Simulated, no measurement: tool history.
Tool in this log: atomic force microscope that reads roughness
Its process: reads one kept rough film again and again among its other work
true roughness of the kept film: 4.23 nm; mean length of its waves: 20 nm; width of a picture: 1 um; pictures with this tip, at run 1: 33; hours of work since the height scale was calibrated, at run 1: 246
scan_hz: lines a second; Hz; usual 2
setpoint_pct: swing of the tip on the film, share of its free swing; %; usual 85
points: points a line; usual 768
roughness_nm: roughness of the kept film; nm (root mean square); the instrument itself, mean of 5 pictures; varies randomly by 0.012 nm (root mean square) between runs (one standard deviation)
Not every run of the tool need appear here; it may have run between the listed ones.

| run | hour | scan_hz | setpoint_pct | points | pictures with this tip | hours of work since the height scale was calibrated | roughness_nm |
|---|---|---|---|---|---|---|---|
| 1 | 0 | 2 | 85 | 768 | 33 | 246 | 2.644 |
| 2 | 51.4 | 2 | 85 | 768 | 92 | 284 | 2.537 |
| 3 | 73.7 | 2 | 85 | 820 | 117 | 300 | 2.483 |
| 4 | 119.5 | 2 | 85 | 820 | 170 | 334 | 2.36 |
| 5 | 162.1 | 1.66 | 85 | 768 | 218 | 366 | 2.352 |
| 6 | 198.6 | 1.66 | 85 | 768 | 260 | 393 | 2.286 |
| 7 | 243.8 | 2 | 85 | 768 | 312 | 426 | 2.141 |
| 8 | 275.9 | 2 | 64 | 768 | 348 | 450 | 2.344 |
| 9 | 302 | 0.85 | 85 | 768 | 378 | 470 | 2.256 |
|  | 314.8 | new tip fitted |
| 10 | 332.4 | 0.85 | 85 | 768 | 20 | 492 | 2.926 |
| 11 | 373.4 | 0.85 | 85 | 395 | 67 | 522 | 2.755 |
| 12 | 425.6 | 0.85 | 85 | 395 | 127 | 561 | 2.65 |
| 13 | 460.3 | 0.85 | 85 | 395 | 167 | 586 | 2.546 |
| 14 | 508.5 | 0.85 | 85 | 395 | 222 | 622 | 2.468 |
| 15 | 545.3 | 2 | 85 | 562 | 264 | 649 | 2.183 |
| 16 | 584 | 2 | 85 | 562 | 308 | 678 | 2.11 |
| 17 | 611 | 2 | 85 | 562 | 339 | 698 | 2.064 |
| 18 | 639.3 | 2 | 85 | 562 | 371 | 719 | 2.041 |
|  | 657.1 | new tip fitted |
| 19 | 690.8 | 1.01 | 85 | 768 | 39 | 757 | 2.877 |
| 20 | 735.6 | 1.01 | 85 | 768 | 90 | 790 | 2.79 |
| 21 | 769.2 | 2 | 85 | 768 | 128 | 815 | 2.443 |
| 22 | 794.5 | 0.6 | 84 | 380 | 157 | 834 | 2.678 |
| 23 | 847.3 | 2.33 | 84 | 380 | 218 | 873 | 2.238 |
| 24 | 890.5 | 0.53 | 74 | 829 | 267 | 905 | 2.573 |
| 25 | 938.5 | 0.53 | 74 | 829 | 322 | 940 | 2.469 |
| 26 | 979.7 | 0.95 | 70 | 416 | 369 | 971 | 2.35 |
|  | 1003.3 | new tip fitted |
| 27 | 1003.5 | 1.24 | 85 | 599 | 1 | 988 | 2.907 |
| 28 | 1050.4 | 1.24 | 85 | 599 | 54 | 1023 | 2.777 |
| 29 | 1075.4 | 2 | 63 | 385 | 83 | 1041 | 2.846 |
| 30 | 1106.6 | 2 | 70 | 715 | 118 | 1064 | 2.746 |
| 31 | 1154 | 2.49 | 85 | 326 | 173 | 1099 | 2.247 |
| 32 | 1206.1 | 1.74 | 61 | 326 | 232 | 1138 | 2.541 |
| 33 | 1244.9 | 3.44 | 58 | 312 | 276 | 1167 | 2.415 |
| 34 | 1274.1 | 2 | 87 | 715 | 310 | 1188 | 2.118 |
| 35 | 1326.1 | 2 | 87 | 715 | 369 | 1227 | 2.023 |
|  | 1346.6 | new tip fitted |
| 36 | 1379.8 | 2 | 87 | 715 | 38 | 1266 | 2.628 |
| 37 | 1430.4 | 2.69 | 66 | 768 | 96 | 1304 | 2.754 |
| 38 | 1455.3 | 1.07 | 67 | 834 | 124 | 1322 | 2.831 |
| 39 | 1508.3 | 1.41 | 80 | 357 | 185 | 1361 | 2.502 |
| 40 | 1549.7 | 3.77 | 60 | 768 | 232 | 1392 | 2.478 |
| 41 | 1573.6 | 3.77 | 60 | 768 | 260 | 1410 | 2.443 |
| 42 | 1619 | 0.61 | 60 | 430 | 312 | 1443 | 2.512 |

Hidden state or all else? Some run-to-run changes of roughness_nm, split into what the settings, what came in and random variation would give without the hidden state, and what is left for the hidden state (with any gauge scatter that isn't in both results):
What the log doesn't record here: radius of the tip, nm; height scale over the true one, %; drift of the gauge itself on roughness_nm, %.
Run 9 -> 10: new tip fitted. roughness_nm +0.67 nm (root mean square): hidden state +0.679, all else -0.009.
Run 18 -> 19: scan_hz 2 -> 1.01, points 562 -> 768, new tip fitted. roughness_nm +0.836 nm (root mean square): hidden state +0.616, all else +0.22.
Run 26 -> 27: scan_hz 0.95 -> 1.24, setpoint_pct 70 -> 85, points 416 -> 599, new tip fitted. roughness_nm +0.557 nm (root mean square): hidden state +0.77, all else -0.213.
Run 35 -> 36: new tip fitted. roughness_nm +0.605 nm (root mean square): hidden state +0.583, all else +0.022.
